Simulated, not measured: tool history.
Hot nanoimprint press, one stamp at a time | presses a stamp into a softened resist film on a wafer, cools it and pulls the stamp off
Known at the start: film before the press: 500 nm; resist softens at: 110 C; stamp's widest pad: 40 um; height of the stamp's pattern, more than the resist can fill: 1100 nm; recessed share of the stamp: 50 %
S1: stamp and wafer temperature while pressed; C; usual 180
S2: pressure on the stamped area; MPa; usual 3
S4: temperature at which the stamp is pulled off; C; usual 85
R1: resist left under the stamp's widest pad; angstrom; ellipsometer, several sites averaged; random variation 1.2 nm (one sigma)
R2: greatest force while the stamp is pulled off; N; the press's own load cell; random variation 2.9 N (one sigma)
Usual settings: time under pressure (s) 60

Run 1, hour 0: usual settings. Result: R1 1961 angstrom, R2 187 N.
Run 2, hour 8.2: usual settings but S4 84 C. Result: R1 1965 angstrom, R2 188 N.
Run 3, hour 16.6: usual settings. Result: R1 1951 angstrom, R2 180 N.
Run 4, hour 25.2: usual settings. Result: R1 1947 angstrom, R2 191 N.
Run 5, hour 40.6: usual settings. Result: R1 1945 angstrom, R2 183 N.
Run 6, hour 50.6: usual settings. Result: R1 1949 angstrom, R2 196 N.
Run 7, hour 61.6: usual settings. Result: R1 1941 angstrom, R2 195 N.
Run 8, hour 74.3: usual settings. Result: R1 1933 angstrom, R2 188 N.
Run 9, hour 88.6: usual settings. Result: R1 1933 angstrom, R2 200 N.
Run 10, hour 98.2: usual settings. Result: R1 1907 angstrom, R2 201 N.
Run 11, hour 105: usual settings. Result: R1 1937 angstrom, R2 204 N.
Run 12, hour 119.7: usual settings. Result: R1 1927 angstrom, R2 205 N.
Run 13, hour 127.9: usual settings. Result: R1 1930 angstrom, R2 204 N.
Run 14, hour 138: usual settings but S2 3.34 MPa. Result: R1 1827 angstrom, R2 201 N.
Run 15, hour 151.5: usual settings but S2 3.34 MPa. Result: R1 1816 angstrom, R2 203 N.
Run 16, hour 164.6: usual settings but time under pressure (s) 39, S4 89 C. Result: R1 2238 angstrom, R2 188 N.
Run 17, hour 176.8: usual settings but time under pressure (s) 39, S4 89 C. Result: R1 2264 angstrom, R2 189 N.
Run 18, hour 187.8: usual settings but time under pressure (s) 39, S4 89 C. Result: R1 2239 angstrom, R2 194 N.
Run 19, hour 199.1: usual settings but S1 190 C, S2 2.88 MPa, time under pressure (s) 31, S4 78 C. Result: R1 1666 angstrom, R2 244 N.
Run 20, hour 213.9: usual settings but S2 2.05 MPa, S4 88 C. Result: R1 2322 angstrom, R2 204 N.
At hour 226.5: stamp cleaned and given a new release coat.
Run 21, hour 227.1: usual settings but S1 176 C, S2 3.26 MPa. Result: R1 2189 angstrom, R2 139 N.
Run 22, hour 236.2: usual settings but S1 176 C, S2 3.26 MPa. Result: R1 2197 angstrom, R2 136 N.
Run 23, hour 245.3: usual settings but S1 186 C, S2 3.05 MPa, time under pressure (s) 59, S4 71 C. Result: R1 1491 angstrom, R2 162 N.
Run 24, hour 259.9: usual settings but S1 174 C, S2 3.98 MPa, time under pressure (s) 59, S4 82 C. Result: R1 2179 angstrom, R2 142 N.
Run 25, hour 266.5: usual settings but S1 182 C, time under pressure (s) 120, S4 83 C. Result: R1 1353 angstrom, R2 141 N.
Run 26, hour 274.6: usual settings but S1 182 C, time under pressure (s) 61, S4 91 C. Result: R1 1739 angstrom, R2 128 N.
Run 27, hour 288: usual settings but S1 182 C, time under pressure (s) 61, S4 91 C. Result: R1 1751 angstrom, R2 124 N.
Run 28, hour 302.1: usual settings but S1 182 C, S2 1.85 MPa, time under pressure (s) 61, S4 91 C. Result: R1 2228 angstrom, R2 124 N.
Run 29, hour 312.9: usual settings but S1 182 C, S2 1.85 MPa, time under pressure (s) 61, S4 91 C. Result: R1 2229 angstrom, R2 129 N.

Forecast each of these 3 alternatives for the next run:
Run A, hour 321.8: usual settings but S1 179 C. Result: R1 ?, R2 ?.
Run B, hour 321.8: usual settings but S1 182 C, S2 1.85 MPa, time under pressure (s) 61, S4 81 C. Result: R1 ?, R2 ?.
Run C, hour 321.8: usual settings but S1 182 C, S2 2.15 MPa, time under pressure (s) 54, S4 73 C. Result: R1 ?, R2 ?.

run    R1   R2
  A  1998  141
  B  2221  157
  C  2153  175
Without the tool's hidden state the same runs would have given:
run    R1   R2
  A  2045  132
  B  2284  146
  C  2211  163
